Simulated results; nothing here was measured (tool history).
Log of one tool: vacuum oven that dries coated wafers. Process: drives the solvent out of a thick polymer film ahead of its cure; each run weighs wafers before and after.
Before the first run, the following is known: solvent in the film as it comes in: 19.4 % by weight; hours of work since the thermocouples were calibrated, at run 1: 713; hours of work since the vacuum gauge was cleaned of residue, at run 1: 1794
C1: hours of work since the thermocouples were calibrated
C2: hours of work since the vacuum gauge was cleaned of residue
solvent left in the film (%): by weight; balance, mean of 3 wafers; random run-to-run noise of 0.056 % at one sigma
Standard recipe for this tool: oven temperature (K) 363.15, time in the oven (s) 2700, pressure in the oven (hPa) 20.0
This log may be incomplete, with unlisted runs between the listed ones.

Run 1, day 0.000: usual settings; C1 713; C2 1794. Result: solvent left in the film (%) 3.31.
Run 2, day 2.388: usual settings; C1 758; C2 1838. Result: solvent left in the film (%) 3.38.
Run 3, day 5.004: usual settings; C1 807; C2 1887. Result: solvent left in the film (%) 3.46.
Run 4, day 7.154: usual settings; C1 847; C2 1927. Result: solvent left in the film (%) 3.58.
Run 5, day 11.483: usual settings; C1 928; C2 2008. Result: solvent left in the film (%) 3.62.
Run 6, day 13.975: usual settings; C1 974; C2 2054. Result: solvent left in the film (%) 3.65.
Run 7, day 18.554: usual settings; C1 1060; C2 2140. Result: solvent left in the film (%) 3.71.
Run 8, day 22.442: usual settings but pressure in the oven (hPa) 18.2; C1 1132; C2 2213. Result: solvent left in the film (%) 3.57.
Run 9, day 24.933: usual settings; C1 1179; C2 2259. Result: solvent left in the film (%) 3.74.
Run 10, day 30.175: usual settings; C1 1276; C2 2357. Result: solvent left in the film (%) 3.86.
At day 35.125: oven's thermocouples calibrated.
Run 11, day 35.379: usual settings but oven temperature (K) 357.15; C1 5; C2 2452. Result: solvent left in the film (%) 4.46.
Run 12, day 38.754: usual settings but oven temperature (K) 357.15; C1 68; C2 2515. Result: solvent left in the film (%) 4.52.
Run 13, day 43.575: usual settings; C1 158; C2 2605. Result: solvent left in the film (%) 3.27.
Run 14, day 46.012: usual settings; C1 203; C2 2651. Result: solvent left in the film (%) 3.27.
Run 15, day 48.338: usual settings but time in the oven (s) 1440; C1 247; C2 2694. Result: solvent left in the film (%) 5.48.
Run 16, day 51.488: usual settings but time in the oven (s) 2040; C1 305; C2 2753. Result: solvent left in the film (%) 4.16.
Run 17, day 54.008: usual settings; C1 352; C2 2800. Result: solvent left in the film (%) 3.51.
Run 18, day 56.888: usual settings but pressure in the oven (hPa) 41.6; C1 406; C2 2854. Result: solvent left in the film (%) 5.28.
Run 19, day 59.158: usual settings but pressure in the oven (hPa) 41.6; C1 448; C2 2896. Result: solvent left in the film (%) 5.31.
Run 20, day 64.300: usual settings but oven temperature (K) 354.15; C1 544; C2 2992. Result: solvent left in the film (%) 5.85.
Run 21, day 69.221: usual settings but oven temperature (K) 354.15; C1 636; C2 3084. Result: solvent left in the film (%) 5.95.
At day 72.442: vacuum gauge cleaned of residue and calibrated.
Run 22, day 72.458: usual settings but time in the oven (s) 1500; C1 695; C2 0. Result: solvent left in the film (%) 4.55.
Run 23, day 75.158: usual settings but oven temperature (K) 353.15, time in the oven (s) 2880, pressure in the oven (hPa) 10.8; C1 746; C2 51. Result: solvent left in the film (%) 3.67.
Run 24, day 77.829: usual settings but oven temperature (K) 376.15, pressure in the oven (hPa) 13.5; C1 796; C2 101. Result: solvent left in the film (%) 0.88.
Run 25, day 82.271: usual settings but oven temperature (K) 376.15, pressure in the oven (hPa) 13.5; C1 879; C2 183. Result: solvent left in the film (%) 0.92.
Run 26, day 84.404: usual settings but oven temperature (K) 377.15, time in the oven (s) 3300, pressure in the oven (hPa) 35.3; C1 918; C2 223. Result: solvent left in the film (%) 2.10.
Run 27, day 86.996: usual settings but oven temperature (K) 366.15, time in the oven (s) 1560, pressure in the oven (hPa) 13.5; C1 967; C2 272. Result: solvent left in the film (%) 3.63.
Run 28, day 90.871: usual settings but oven temperature (K) 376.15, time in the oven (s) 3780, pressure in the oven (hPa) 33.4; C1 1039; C2 344. Result: solvent left in the film (%) 1.99.
Run 29, day 95.754: usual settings but oven temperature (K) 359.15, time in the oven (s) 1740, pressure in the oven (hPa) 12.8; C1 1130; C2 435. Result: solvent left in the film (%) 4.88.
Run 30, day 100.983: usual settings but oven temperature (K) 362.15, time in the oven (s) 3840, pressure in the oven (hPa) 12.9; C1 1228; C2 533. Result: solvent left in the film (%) 1.86.
Run 31, day 104.933: usual settings but oven temperature (K) 375.15, time in the oven (s) 4380, pressure in the oven (hPa) 12.9; C1 1301; C2 606. Result: solvent left in the film (%) 0.94.
At day 108.517: oven's thermocouples calibrated.
Run 32, day 109.621: usual settings but oven temperature (K) 368.15, time in the oven (s) 1320, pressure in the oven (hPa) 10.9; C1 21; C2 692. Result: solvent left in the film (%) 3.27.
Run 33, day 112.608: usual settings but oven temperature (K) 368.15, time in the oven (s) 1320, pressure in the oven (hPa) 10.9; C1 76; C2 748. Result: solvent left in the film (%) 3.40.
Run 34, day 117.729: usual settings but oven temperature (K) 368.15, time in the oven (s) 1320, pressure in the oven (hPa) 10.9; C1 172; C2 843. Result: solvent left in the film (%) 3.53.
Run 35, day 122.225: usual settings but oven temperature (K) 375.15, pressure in the oven (hPa) 24.6; C1 256; C2 927. Result: solvent left in the film (%) 1.69.
Run 36, day 126.362: usual settings but oven temperature (K) 375.15, pressure in the oven (hPa) 24.6; C1 333; C2 1005. Result: solvent left in the film (%) 1.75.
Run 37, day 129.942: usual settings but oven temperature (K) 375.15, pressure in the oven (hPa) 24.6; C1 400; C2 1071. Result: solvent left in the film (%) 1.77.
Run 38, day 133.183: usual settings but oven temperature (K) 373.15, time in the oven (s) 4560, pressure in the oven (hPa) 73.7; C1 460; C2 1132. Result: solvent left in the film (%) 4.83.
Run 39, day 135.388: usual settings but oven temperature (K) 373.15, time in the oven (s) 4560, pressure in the oven (hPa) 73.7; C1 501; C2 1173. Result: solvent left in the film (%) 4.90.
Run 40, day 140.488: usual settings but oven temperature (K) 370.15; C1 597; C2 1268. Result: solvent left in the film (%) 2.04.
Run 41, day 143.208: usual settings but pressure in the oven (hPa) 50.8; C1 647; C2 1319. Result: solvent left in the film (%) 5.91.
Run 42, day 147.796: usual settings but oven temperature (K) 366.15, time in the oven (s) 4800, pressure in the oven (hPa) 22.3; C1 733; C2 1404. Result: solvent left in the film (%) 2.39.
Run 43, day 151.700: usual settings but time in the oven (s) 4740; C1 806; C2 1477. Result: solvent left in the film (%) 2.52.
Run 44, day 154.425: usual settings but oven temperature (K) 350.15, time in the oven (s) 1320; C1 857; C2 1528. Result: solvent left in the film (%) 10.32.

Forecast each of these 4 alternatives for the next run:
Run A, day 159.062: usual settings but oven temperature (K) 373.15, time in the oven (s) 1320; C1 943; C2 1615. Result: solvent left in the film (%) ?.
Run B, day 159.062: usual settings but oven temperature (K) 375.15, time in the oven (s) 1380, pressure in the oven (hPa) 49.4; C1 943; C2 1615. Result: solvent left in the film (%) ?.
Run C, day 159.062: usual settings but oven temperature (K) 375.15, time in the oven (s) 3420, pressure in the oven (hPa) 16.8; C1 943; C2 1615. Result: solvent left in the film (%) ?.
Run D, day 159.062: usual settings but oven temperature (K) 350.15, time in the oven (s) 1920, pressure in the oven (hPa) 14.1; C1 943; C2 1615. Result: solvent left in the film (%) ?.

run  solvent left in the film (%)
  A                          3.55
  B                          4.59
  C                          1.39
  D                          7.84
The same runs, with their run-to-run variation unchanged, on a tool lacking any hidden condition would have given:
run  solvent left in the film (%)
  A                          2.66
  B                          3.71
  C                          0.87
  D                          6.32
